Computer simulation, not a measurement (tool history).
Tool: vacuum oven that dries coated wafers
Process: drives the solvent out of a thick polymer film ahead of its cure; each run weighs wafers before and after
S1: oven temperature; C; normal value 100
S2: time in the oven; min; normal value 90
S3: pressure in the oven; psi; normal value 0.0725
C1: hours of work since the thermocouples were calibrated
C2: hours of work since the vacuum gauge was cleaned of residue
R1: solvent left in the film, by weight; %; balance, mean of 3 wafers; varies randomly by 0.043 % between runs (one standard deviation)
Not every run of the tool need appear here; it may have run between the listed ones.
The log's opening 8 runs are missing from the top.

At hour 480.7: vacuum gauge cleaned of residue and calibrated.
Run 9, hour 538.4: usual settings; C1 486; C2 38. Result: R1 2.38 %.
Run 10, hour 631.8: usual settings; C1 547; C2 99. Result: R1 2.42 %.
Run 11, hour 681.9: usual settings; C1 580; C2 131. Result: R1 2.36 %.
Run 12, hour 720.2: usual settings; C1 605; C2 156. Result: R1 2.42 %.
Run 13, hour 768.9: usual settings; C1 636; C2 188. Result: R1 2.49 %.
Run 14, hour 835.9: usual settings; C1 680; C2 231. Result: R1 2.50 %.
Run 15, hour 905.4: usual settings but S1 88 C; C1 725; C2 277. Result: R1 6.99 %.
Run 16, hour 970.8: usual settings but S1 88 C; C1 768; C2 319. Result: R1 7.01 %.
Run 17, hour 1057.6: usual settings but S1 92 C, S3 0.0368 psi; C1 825; C2 376. Result: R1 4.91 %.
Run 18, hour 1104.2: usual settings but S1 88 C, S2 60 min, S3 0.1025 psi; C1 855; C2 406. Result: R1 9.57 %.
Run 19, hour 1153.9: usual settings but S1 88 C, S2 60 min, S3 0.1025 psi; C1 887; C2 439. Result: R1 9.64 %.
Run 20, hour 1216.4: usual settings but S1 93 C, S3 0.2265 psi; C1 928; C2 479. Result: R1 7.54 %.
Run 21, hour 1260.0: usual settings but S1 93 C, S3 0.2265 psi; C1 956; C2 508. Result: R1 7.35 %.
At hour 1333.3: oven's thermocouples calibrated.
Run 22, hour 1341.0: usual settings but S1 102 C, S3 0.0392 psi; C1 5; C2 559. Result: R1 1.52 %.
Run 23, hour 1406.4: usual settings but S1 101 C, S2 101 min, S3 0.1997 psi; C1 48; C2 602. Result: R1 3.37 %.
Run 24, hour 1487.3: usual settings but S1 111 C, S2 88 min, S3 0.1622 psi; C1 100; C2 655. Result: R1 1.76 %.
Run 25, hour 1582.3: usual settings but S2 155 min, S3 0.2102 psi; C1 162; C2 717. Result: R1 3.30 %.
Run 26, hour 1663.7: usual settings but S2 155 min, S3 0.2102 psi; C1 215; C2 770. Result: R1 3.27 %.
Run 27, hour 1732.2: usual settings but S2 155 min, S3 0.2102 psi; C1 260; C2 814. Result: R1 3.36 %.
Run 28, hour 1819.9: usual settings but S1 110 C, S2 108 min, S3 0.1469 psi; C1 317; C2 871. Result: R1 1.68 %.
Run 29, hour 1902.7: usual settings but S1 110 C, S2 108 min, S3 0.1469 psi; C1 371; C2 925. Result: R1 1.73 %.
Run 30, hour 1961.4: usual settings but S1 90 C, S3 0.0431 psi; C1 409; C2 964. Result: R1 5.68 %.
Run 31, hour 2031.7: usual settings but S1 90 C; C1 455; C2 1009. Result: R1 6.34 %.
Run 32, hour 2072.7: usual settings but S1 96 C, S3 0.0529 psi; C1 482; C2 1036. Result: R1 3.75 %.

Alternative continuations, all from the tool just after run 32; predict every row:
Run A, hour 2138.0: usual settings but S1 88 C, S2 75 min, S3 0.0664 psi; C1 524; C2 1079. Result: R1 ?.
Run B, hour 2138.0: usual settings but S2 101 min; C1 524; C2 1079. Result: R1 ?.
Run C, hour 2138.0: usual settings but S1 95 C, S2 50 min, S3 0.1052 psi; C1 524; C2 1079. Result: R1 ?.
Run D, hour 2138.0: usual settings but S2 48 min, S3 0.0825 psi; C1 524; C2 1079. Result: R1 ?.
Run E, hour 2138.0: usual settings but S1 88 C, S3 0.0529 psi; C1 524; C2 1079. Result: R1 ?.

run    R1
  A  8.10
  B  2.36
  C  7.67
  D  5.74
  E  6.93
With the hidden condition removed and each run's random variation left untouched, the same runs would have given:
run    R1
  A  7.25
  B  1.76
  C  6.91
  D  5.02
  E  6.03
